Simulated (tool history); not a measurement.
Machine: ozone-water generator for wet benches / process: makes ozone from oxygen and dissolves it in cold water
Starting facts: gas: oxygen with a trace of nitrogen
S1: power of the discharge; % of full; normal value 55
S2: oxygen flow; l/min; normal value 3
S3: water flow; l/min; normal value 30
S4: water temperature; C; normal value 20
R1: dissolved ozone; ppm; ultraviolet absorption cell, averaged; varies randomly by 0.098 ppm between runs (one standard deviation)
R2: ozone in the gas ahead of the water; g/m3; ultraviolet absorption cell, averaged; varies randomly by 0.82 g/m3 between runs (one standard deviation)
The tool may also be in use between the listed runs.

run,hour,S1,S2,S3,S4,R1,R2
1,0,55,3,30,20,5.8,120.3
2,75.5,52,3,30,20,5.67,116.6
3,127.1,55,3,30,24,5.43,118.5
4,186.4,55,3,30,20,5.73,120.4
# hour 259.9: contactor cleaned
5,274.4,55,3,30,26,5.89,117.4
6,323,55,3,30,26,5.82,118.6
7,392.8,55,1.56,30,20,4.46,147.5
8,442.9,70,3,30,20,6.74,134.2
9,550.7,70,3,30,20,6.84,132.3
10,612.3,70,3,30,20,6.67,132.1
11,696.6,70,3,30,20,6.84,132
12,764.7,55,3.18,30,20,6.19,115.3
13,875.2,55,3.18,30,20,6,114.7
14,951.1,55,3,30,20,5.9,115.7
15,1032.8,55,3,30,20,5.94,116.3
16,1116.4,55,3,30,20,5.81,115.9
17,1198.3,55,3.07,25,19,7.02,113.3
18,1277.6,69,3,21,17,9.36,126.2
19,1354.9,62,2.13,23,24,6.6,135.9
20,1409,53,3,40,20,4.41,110.7
21,1474.4,53,3,40,20,4.21,111
22,1585.9,85,3,24,19,8.5,137.3
23,1684.9,77,3,30,20,6.43,131.1
24,1771.4,46,2.64,19,27,6.99,108.1
25,1853.3,42,3,30,19,4.96,99
26,1956.3,78,2.7,19,20,9.41,133
27,2014.6,55,3,30,13,5.94,110.8
28,2105.8,55,1.8,30,20,4.37,130.5
29,2160.3,47,5.27,20,23,8.15,83.3
30,2268.6,47,5.27,20,23,8.14,84.9
31,2329.5,47,5.27,21,13,8.93,85.2
32,2434.4,47,5.27,21,13,9.15,83.8

For some of the steps in R1 from one run to the next: how much would appear even if the tool had no hidden state, given the settings, what came in and random variation, and how much remains for the hidden state plus any gauge scatter that the measured result and the result without hidden state don't share?
Hidden conditions of the tool in this case: yield of the discharge, % of new electrodes'; contactor's efficiency, % of a clean one's; true water temperature over the reading, C; drift of the gauge itself on ozone_ppm, %; drift of the gauge itself on gas_g_m3, %.
Run 21 -> 22: S1 53 -> 85, S3 40 -> 24, S4 20 -> 19. R1 +4.29 ppm: hidden state -1.17, all else +5.46.
Run 25 -> 26: S1 42 -> 78, S2 3 -> 2.7, S3 30 -> 19, S4 19 -> 20. R1 +4.45 ppm: hidden state -1.41, all else +5.86.
Run 26 -> 27: S1 78 -> 55, S2 2.7 -> 3, S3 19 -> 30, S4 20 -> 13. R1 -3.47 ppm: hidden state +1.06, all else -4.53.
Run 28 -> 29: S1 55 -> 47, S2 1.8 -> 5.27, S3 30 -> 20, S4 20 -> 23. R1 +3.78 ppm: hidden state -0.75, all else +4.53.

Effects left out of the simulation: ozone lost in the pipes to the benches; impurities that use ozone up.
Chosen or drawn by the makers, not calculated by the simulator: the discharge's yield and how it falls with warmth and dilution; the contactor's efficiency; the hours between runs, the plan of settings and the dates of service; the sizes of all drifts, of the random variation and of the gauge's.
